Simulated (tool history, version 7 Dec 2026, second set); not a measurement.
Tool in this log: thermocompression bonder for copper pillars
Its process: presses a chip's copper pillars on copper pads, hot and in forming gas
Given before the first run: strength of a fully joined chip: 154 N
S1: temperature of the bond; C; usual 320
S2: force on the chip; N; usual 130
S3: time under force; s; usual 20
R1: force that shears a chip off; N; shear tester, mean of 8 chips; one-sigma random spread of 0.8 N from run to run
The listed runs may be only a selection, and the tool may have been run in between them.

run     day   S1   S2  S3    R1
  1   0.000  320  130  20  57.5
  2   0.471  337  130  20  67.8
  3   1.054  337  130  18  65.3
  4   1.604  337  130  18  64.1
  5   2.221  337  130  18  63.1
  6   2.596  320  130  20  55.0
  7   3.012  320  130  54  78.9
  8   3.421  320  130  20  54.7
  9   3.804  320  130  15  48.6
 10   4.362  320  130  15  46.8
 11   5.092  320  130  15  46.6
 12   5.704  320  130  15  48.1
 13   6.496  320  130  15  46.3
 14   6.825  294  180  41  58.2
 15   7.588  333  130  46  79.9
 16   8.221  328  147  20  60.5
 17   8.958  328  172  20  64.5
 18   9.546  328  172  20  68.1
 19  10.192  304  130  41  67.8
 20  10.875  304  130  41  66.8
 21  11.229  302  113  20  45.9
 22  11.583  292   90  45  49.3
 23  12.221  292   90  45  49.6
 24  12.846  292   90  45  48.7
 25  13.233  346  164  15  76.1
 26  14.021  309  164  37  73.6

Taken out of this log: 2 entries between the listed runs. Where each belongs, and how the hidden state differs across it:
In the gap between runs 17 and 18: heater calibrated with a thermocouple chip (day 9.238)
  true temperature of the bond over the reading, C: -9.8 -> -0.6; oxide that the forming gas leaves, % of the face: 9.7 -> 10.21
  measured minus no-state result, R1: -13.0 -> -7.0 N
In the gap between runs 18 and 19: forming gas filter changed (day 9.783)
  true temperature of the bond over the reading, C: -0.6 -> -0.7; force that reaches the chip, % of what is set: 102.3 -> 102.4; oxide that the forming gas leaves, % of the face: 10.21 -> 1.04
  measured minus no-state result, R1: -7.0 -> -0.2 N
